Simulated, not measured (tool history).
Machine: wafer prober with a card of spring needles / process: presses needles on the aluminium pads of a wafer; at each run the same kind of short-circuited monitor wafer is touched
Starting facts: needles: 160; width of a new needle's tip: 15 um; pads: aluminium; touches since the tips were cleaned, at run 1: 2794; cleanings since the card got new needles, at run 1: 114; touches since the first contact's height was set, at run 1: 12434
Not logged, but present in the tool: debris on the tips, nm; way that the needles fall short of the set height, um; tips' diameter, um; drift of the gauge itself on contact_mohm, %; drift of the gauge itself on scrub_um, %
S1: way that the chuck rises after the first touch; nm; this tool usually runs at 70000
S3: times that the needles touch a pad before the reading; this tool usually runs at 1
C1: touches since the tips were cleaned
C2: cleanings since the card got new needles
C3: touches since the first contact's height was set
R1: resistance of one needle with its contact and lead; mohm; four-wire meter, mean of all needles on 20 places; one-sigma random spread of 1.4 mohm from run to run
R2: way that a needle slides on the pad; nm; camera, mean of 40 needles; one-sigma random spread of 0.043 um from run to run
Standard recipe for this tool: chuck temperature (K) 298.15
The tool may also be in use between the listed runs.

run 1 day=0.000 | S1=70000 chuck_temperature_(K)=298.15 S3=1 | C1=2794 C2=114 C3=12434 | R1=117 R2=13310
-- day=0.592 tips cleaned on abrasive film
-- day=1.562 tips cleaned on abrasive film
-- day=2.362 tips cleaned on abrasive film
run 2 day=2.458 | S1=70000 chuck_temperature_(K)=298.15 S3=1 | C1=772 C2=117 C3=32147 | R1=114 R2=13190
-- day=3.258 tips cleaned on abrasive film
-- day=4.250 tips cleaned on abrasive film
-- day=5.229 tips cleaned on abrasive film
run 3 day=5.283 | S1=56000 chuck_temperature_(K)=298.15 S3=1 | C1=463 C2=120 C3=54820 | R1=116 R2=10610
-- day=6.075 tips cleaned on abrasive film
-- day=6.879 tips cleaned on abrasive film
-- day=7.854 tips cleaned on abrasive film
-- day=8.658 tips cleaned on abrasive film
-- day=9.458 tips cleaned on abrasive film
run 4 day=9.512 | S1=70000 chuck_temperature_(K)=298.15 S3=1 | C1=442 C2=125 C3=88734 | R1=116 R2=13230
-- day=10.292 tips cleaned on abrasive film
-- day=11.292 tips cleaned on abrasive film
-- day=12.283 tips cleaned on abrasive film
run 5 day=12.558 | S1=70000 chuck_temperature_(K)=298.15 S3=1 | C1=2220 C2=128 C3=113170 | R1=114 R2=13140
-- day=13.150 tips cleaned on abrasive film
-- day=14.133 tips cleaned on abrasive film
-- day=14.938 tips cleaned on abrasive film
-- day=15.738 tips cleaned on abrasive film
run 6 day=16.442 | S1=70000 chuck_temperature_(K)=298.15 S3=1 | C1=5662 C2=132 C3=144310 | R1=115 R2=13070
-- day=16.642 tips cleaned on abrasive film
-- day=17.446 tips cleaned on abrasive film
-- day=18.246 tips cleaned on abrasive film
-- day=19.246 tips cleaned on abrasive film
-- day=20.250 tips cleaned on abrasive film
run 7 day=20.367 | S1=70000 chuck_temperature_(K)=298.15 S3=1 | C1=961 C2=137 C3=175794 | R1=113 R2=13180
-- day=21.171 tips cleaned on abrasive film
-- day=22.167 tips cleaned on abrasive film
-- day=22.579 height of the first contact set anew
-- day=23.171 tips cleaned on abrasive film
-- day=23.971 tips cleaned on abrasive film
run 8 day=24.175 | S1=70000 chuck_temperature_(K)=298.15 S3=1 | C1=1640 C2=141 C3=12798 | R1=111 R2=13110
-- day=24.775 tips cleaned on abrasive film
-- day=25.575 tips cleaned on abrasive film
-- day=26.379 tips cleaned on abrasive film
-- day=27.179 tips cleaned on abrasive film
-- day=28.100 tips cleaned on abrasive film
run 9 day=28.100 | S1=70000 chuck_temperature_(K)=298.15 S3=1 | C1=0 C2=146 C3=44245 | R1=116 R2=13100
-- day=28.900 tips cleaned on abrasive film
-- day=29.700 tips cleaned on abrasive film
run 10 day=30.083 | S1=70000 chuck_temperature_(K)=298.15 S3=2 | C1=3077 C2=148 C3=60174 | R1=116 R2=13090
-- day=30.675 tips cleaned on abrasive film
-- day=31.479 tips cleaned on abrasive film
run 11 day=31.933 | S1=70000 chuck_temperature_(K)=298.15 S3=1 | C1=3663 C2=150 C3=75003 | R1=115 R2=13170
-- day=32.312 tips cleaned on abrasive film
-- day=33.117 tips cleaned on abrasive film
run 12 day=33.808 | S1=70000 chuck_temperature_(K)=298.15 S3=2 | C1=5573 C2=152 C3=90045 | R1=116 R2=13140
-- day=34.012 tips cleaned on abrasive film
-- day=34.983 tips cleaned on abrasive film
-- day=35.783 tips cleaned on abrasive film
-- day=36.588 tips cleaned on abrasive film
run 13 day=37.117 | S1=70000 chuck_temperature_(K)=298.15 S3=2 | C1=4274 C2=156 C3=116573 | R1=115 R2=13070
-- day=37.517 tips cleaned on abrasive film
-- day=38.517 tips cleaned on abrasive film
-- day=39.317 tips cleaned on abrasive film
-- day=40.317 tips cleaned on abrasive film
-- day=41.121 tips cleaned on abrasive film
run 14 day=41.133 | S1=70000 chuck_temperature_(K)=298.15 S3=2 | C1=121 C2=161 C3=148792 | R1=114 R2=13050
-- day=41.938 tips cleaned on abrasive film
-- day=42.738 tips cleaned on abrasive film
-- day=43.542 tips cleaned on abrasive film
run 15 day=43.646 | S1=57000 chuck_temperature_(K)=325.15 S3=2 | C1=846 C2=164 C3=168920 | R1=116 R2=10580
-- day=44.446 tips cleaned on abrasive film
-- day=45.417 tips cleaned on abrasive film
-- day=46.221 tips cleaned on abrasive film
run 16 day=46.488 | S1=76000 chuck_temperature_(K)=325.15 S3=2 | C1=2158 C2=167 C3=191723 | R1=119 R2=14070
-- day=46.700 height of the first contact set anew
-- day=47.100 tips cleaned on abrasive film
-- day=48.083 tips cleaned on abrasive film
-- day=49.071 tips cleaned on abrasive film
-- day=49.875 tips cleaned on abrasive film
run 17 day=50.292 | S1=76000 chuck_temperature_(K)=316.15 S3=3 | C1=3363 C2=171 C3=28819 | R1=118 R2=14090
-- day=50.696 tips cleaned on abrasive film
-- day=51.496 tips cleaned on abrasive film
run 18 day=52.262 | S1=76000 chuck_temperature_(K)=316.15 S3=3 | C1=6171 C2=173 C3=44632 | R1=115 R2=14140
-- day=52.467 tips cleaned on abrasive film
-- day=53.267 tips cleaned on abrasive film
-- day=54.250 tips cleaned on abrasive film
-- day=55.050 tips cleaned on abrasive film
-- day=56.033 tips cleaned on abrasive film
run 19 day=56.154 | S1=54000 chuck_temperature_(K)=298.15 S3=1 | C1=968 C2=178 C3=75820 | R1=118 R2=9980
-- day=56.954 tips cleaned on abrasive film
-- day=57.758 tips cleaned on abrasive film
-- day=58.738 tips cleaned on abrasive film
-- day=59.733 tips cleaned on abrasive film
run 20 day=60.183 | S1=57000 chuck_temperature_(K)=300.15 S3=2 | C1=3616 C2=182 C3=108163 | R1=115 R2=10560
-- day=60.588 tips cleaned on abrasive film
-- day=61.388 tips cleaned on abrasive film
-- day=61.588 gauge calibrated
-- day=62.388 tips cleaned on abrasive film
-- day=63.192 tips cleaned on abrasive film
-- day=63.992 tips cleaned on abrasive film
run 21 day=64.129 | S1=74000 chuck_temperature_(K)=319.15 S3=2 | C1=1089 C2=187 C3=139776 | R1=117 R2=13980
-- day=64.929 tips cleaned on abrasive film
-- day=65.729 tips cleaned on abrasive film
-- day=66.721 tips cleaned on abrasive film
-- day=67.521 tips cleaned on abrasive film
run 22 day=68.312 | S1=67000 chuck_temperature_(K)=319.15 S3=2 | C1=6377 C2=191 C3=173380 | R1=118 R2=12670
-- day=68.508 tips cleaned on abrasive film
-- day=69.312 tips cleaned on abrasive film
-- day=70.112 tips cleaned on abrasive film
run 23 day=70.367 | S1=68000 chuck_temperature_(K)=319.15 S3=2 | C1=2029 C2=194 C3=189808 | R1=116 R2=12850
-- day=70.775 height of the first contact set anew
-- day=70.971 tips cleaned on abrasive film
-- day=71.958 tips cleaned on abrasive film
-- day=72.762 tips cleaned on abrasive film
-- day=73.762 tips cleaned on abrasive film
run 24 day=73.808 | S1=70000 chuck_temperature_(K)=354.15 S3=2 | C1=361 C2=198 C3=24288 | R1=121 R2=13230
-- day=74.600 tips cleaned on abrasive film
-- day=75.400 tips cleaned on abrasive film
-- day=76.383 tips cleaned on abrasive film
run 25 day=77.088 | S1=70000 chuck_temperature_(K)=317.15 S3=2 | C1=5651 C2=201 C3=50613 | R1=119 R2=13190
-- day=77.288 tips cleaned on abrasive film
-- day=78.283 tips cleaned on abrasive film
-- day=79.279 tips cleaned on abrasive film
run 26 day=79.292 | S1=70000 chuck_temperature_(K)=362.15 S3=2 | C1=96 C2=204 C3=68295 | R1=124 R2=13170

Take each entry between the runs: how does the hidden state at the last listed run before it differ from the hidden state at the first listed run after it?
Logged between run 1 and run 2: tips cleaned on abrasive film (day 0.592); tips cleaned on abrasive film (day 1.562); tips cleaned on abrasive film (day 2.362)
  debris on the tips, nm: 1.2 -> 0.6; drift of the gauge itself on scrub_um, %: 0 -> -0.09
  measured less the result without the state, R2: +0 -> -10 nm
Logged between run 2 and run 3: tips cleaned on abrasive film (day 3.258); tips cleaned on abrasive film (day 4.250); tips cleaned on abrasive film (day 5.229)
  debris on the tips, nm: 0.6 -> 0.4; way that the needles fall short of the set height, um: 0 -> 0.01; drift of the gauge itself on scrub_um, %: -0.09 -> -0.19
  measured less the result without the state, R2: -10 -> -20 nm
Logged between run 3 and run 4: tips cleaned on abrasive film (day 6.075); tips cleaned on abrasive film (day 6.879); tips cleaned on abrasive film (day 7.854); tips cleaned on abrasive film (day 8.658); tips cleaned on abrasive film (day 9.458)
  debris on the tips, nm: 0.4 -> 0.5; drift of the gauge itself on scrub_um, %: -0.19 -> -0.35
  measured less the result without the state, R2: -20 -> -40 nm
Logged between run 4 and run 5: tips cleaned on abrasive film (day 10.292); tips cleaned on abrasive film (day 11.292); tips cleaned on abrasive film (day 12.283)
  debris on the tips, nm: 0.5 -> 1; drift of the gauge itself on scrub_um, %: -0.35 -> -0.46
  measured less the result without the state, R2: -40 -> -60 nm
Logged between run 5 and run 6: tips cleaned on abrasive film (day 13.150); tips cleaned on abrasive film (day 14.133); tips cleaned on abrasive film (day 14.938); tips cleaned on abrasive film (day 15.738)
  debris on the tips, nm: 1 -> 1.5; way that the needles fall short of the set height, um: 0.01 -> 0.02; tips' diameter, um: 15.03 -> 15.04; drift of the gauge itself on scrub_um, %: -0.46 -> -0.61
  measured less the result without the state, R2: -60 -> -80 nm
Logged between run 6 and run 7: tips cleaned on abrasive film (day 16.642); tips cleaned on abrasive film (day 17.446); tips cleaned on abrasive film (day 18.246); tips cleaned on abrasive film (day 19.246); tips cleaned on abrasive film (day 20.250)
  debris on the tips, nm: 1.5 -> 0.7; drift of the gauge itself on scrub_um, %: -0.61 -> -0.75
  measured less the result without the state, R2: -80 -> -100 nm
Logged between run 7 and run 8: tips cleaned on abrasive film (day 21.171); tips cleaned on abrasive film (day 22.167); height of the first contact set anew (day 22.579); tips cleaned on abrasive film (day 23.171); tips cleaned on abrasive film (day 23.971)
  debris on the tips, nm: 0.7 -> 0.9; way that the needles fall short of the set height, um: 0.02 -> 0; drift of the gauge itself on scrub_um, %: -0.75 -> -0.89
  measured less the result without the state, R2: -100 -> -120 nm
Logged between run 8 and run 9: tips cleaned on abrasive film (day 24.775); tips cleaned on abrasive film (day 25.575); tips cleaned on abrasive film (day 26.379); tips cleaned on abrasive film (day 27.179); tips cleaned on abrasive film (day 28.100)
  debris on the tips, nm: 0.9 -> 0.2; way that the needles fall short of the set height, um: 0 -> 0.01; drift of the gauge itself on scrub_um, %: -0.89 -> -1.04
  measured less the result without the state, R2: -120 -> -140 nm
Logged between run 9 and run 10: tips cleaned on abrasive film (day 28.900); tips cleaned on abrasive film (day 29.700)
  debris on the tips, nm: 0.2 -> 1.3; drift of the gauge itself on scrub_um, %: -1.04 -> -1.11
  measured less the result without the state, R2: -140 -> -150 nm
Logged between run 10 and run 11: tips cleaned on abrasive film (day 30.675); tips cleaned on abrasive film (day 31.479)
  debris on the tips, nm: 1.3 -> 1.4; drift of the gauge itself on scrub_um, %: -1.11 -> -1.18
  measured less the result without the state, R2: -150 -> -160 nm
Logged between run 11 and run 12: tips cleaned on abrasive film (day 32.312); tips cleaned on abrasive film (day 33.117)
  debris on the tips, nm: 1.4 -> 1.5; drift of the gauge itself on scrub_um, %: -1.18 -> -1.25
  measured less the result without the state, R2: -160 -> -170 nm
Logged between run 12 and run 13: tips cleaned on abrasive film (day 34.012); tips cleaned on abrasive film (day 34.983); tips cleaned on abrasive film (day 35.783); tips cleaned on abrasive film (day 36.588)
  drift of the gauge itself on scrub_um, %: -1.25 -> -1.37
  measured less the result without the state, R2: -170 -> -190 nm
Logged between run 13 and run 14: tips cleaned on abrasive film (day 37.517); tips cleaned on abrasive film (day 38.517); tips cleaned on abrasive film (day 39.317); tips cleaned on abrasive film (day 40.317); tips cleaned on abrasive film (day 41.121)
  debris on the tips, nm: 1.5 -> 0.2; way that the needles fall short of the set height, um: 0.01 -> 0.02; drift of the gauge itself on scrub_um, %: -1.37 -> -1.52
  measured less the result without the state, R2: -190 -> -210 nm
Logged between run 14 and run 15: tips cleaned on abrasive film (day 41.938); tips cleaned on abrasive film (day 42.738); tips cleaned on abrasive film (day 43.542)
  debris on the tips, nm: 0.2 -> 0.6; drift of the gauge itself on scrub_um, %: -1.52 -> -1.61
  measured less the result without the state, R2: -210 -> -180 nm
Logged between run 15 and run 16: tips cleaned on abrasive film (day 44.446); tips cleaned on abrasive film (day 45.417); tips cleaned on abrasive film (day 46.221)
  debris on the tips, nm: 0.6 -> 1; tips' diameter, um: 15.04 -> 15.05; drift of the gauge itself on scrub_um, %: -1.61 -> -1.71
  measured less the result without the state, R2: -180 -> -250 nm
Logged between run 16 and run 17: height of the first contact set anew (day 46.700); tips cleaned on abrasive film (day 47.100); tips cleaned on abrasive film (day 48.083); tips cleaned on abrasive film (day 49.071); tips cleaned on abrasive film (day 49.875)
  debris on the tips, nm: 1 -> 1.4; way that the needles fall short of the set height, um: 0.02 -> 0; drift of the gauge itself on scrub_um, %: -1.71 -> -1.85
  measured less the result without the state, R2: -250 -> -270 nm
Logged between run 17 and run 18: tips cleaned on abrasive film (day 50.696); tips cleaned on abrasive film (day 51.496)
  debris on the tips, nm: 1.4 -> 1.6; way that the needles fall short of the set height, um: 0 -> 0.01; drift of the gauge itself on scrub_um, %: -1.85 -> -1.93
  measured less the result without the state, R2: -270 -> -280 nm
Logged between run 18 and run 19: tips cleaned on abrasive film (day 52.467); tips cleaned on abrasive film (day 53.267); tips cleaned on abrasive film (day 54.250); tips cleaned on abrasive film (day 55.050); tips cleaned on abrasive film (day 56.033)
  debris on the tips, nm: 1.6 -> 0.7; drift of the gauge itself on scrub_um, %: -1.93 -> -2.07
  measured less the result without the state, R2: -280 -> -220 nm
Logged between run 19 and run 20: tips cleaned on abrasive film (day 56.954); tips cleaned on abrasive film (day 57.758); tips cleaned on abrasive film (day 58.738); tips cleaned on abrasive film (day 59.733)
  debris on the tips, nm: 0.7 -> 1.4; drift of the gauge itself on scrub_um, %: -2.07 -> -2.22
  measured less the result without the state, R2: -220 -> -240 nm
Logged between run 20 and run 21: tips cleaned on abrasive film (day 60.588); tips cleaned on abrasive film (day 61.388); gauge calibrated (day 61.588); tips cleaned on abrasive film (day 62.388); tips cleaned on abrasive film (day 63.192); tips cleaned on abrasive film (day 63.992)
  debris on the tips, nm: 1.4 -> 0.7; way that the needles fall short of the set height, um: 0.01 -> 0.02; drift of the gauge itself on scrub_um, %: -2.22 -> -0.09
  measured less the result without the state, R2: -240 -> -20 nm
Logged between run 21 and run 22: tips cleaned on abrasive film (day 64.929); tips cleaned on abrasive film (day 65.729); tips cleaned on abrasive film (day 66.721); tips cleaned on abrasive film (day 67.521)
  debris on the tips, nm: 0.7 -> 1.6; drift of the gauge itself on scrub_um, %: -0.09 -> -0.25
  measured less the result without the state, R2: -20 -> -40 nm
Logged between run 22 and run 23: tips cleaned on abrasive film (day 68.508); tips cleaned on abrasive film (day 69.312); tips cleaned on abrasive film (day 70.112)
  debris on the tips, nm: 1.6 -> 1.2; drift of the gauge itself on scrub_um, %: -0.25 -> -0.32
  measured less the result without the state, R2: -40 -> -50 nm
Logged between run 23 and run 24: height of the first contact set anew (day 70.775); tips cleaned on abrasive film (day 70.971); tips cleaned on abrasive film (day 71.958); tips cleaned on abrasive film (day 72.762); tips cleaned on abrasive film (day 73.762)
  debris on the tips, nm: 1.2 -> 0.4; way that the needles fall short of the set height, um: 0.02 -> 0; drift of the gauge itself on scrub_um, %: -0.32 -> -0.45
  measured less the result without the state, R2: -50 -> -60 nm
Logged between run 24 and run 25: tips cleaned on abrasive film (day 74.600); tips cleaned on abrasive film (day 75.400); tips cleaned on abrasive film (day 76.383)
  debris on the tips, nm: 0.4 -> 1.5; way that the needles fall short of the set height, um: 0 -> 0.01; drift of the gauge itself on scrub_um, %: -0.45 -> -0.57
  measured less the result without the state, R2: -60 -> -70 nm
Logged between run 25 and run 26: tips cleaned on abrasive film (day 77.288); tips cleaned on abrasive film (day 78.283); tips cleaned on abrasive film (day 79.279)
  debris on the tips, nm: 1.5 -> 0.2; tips' diameter, um: 15.05 -> 15.06; drift of the gauge itself on scrub_um, %: -0.57 -> -0.65
  measured less the result without the state, R2: -70 -> -90 nm
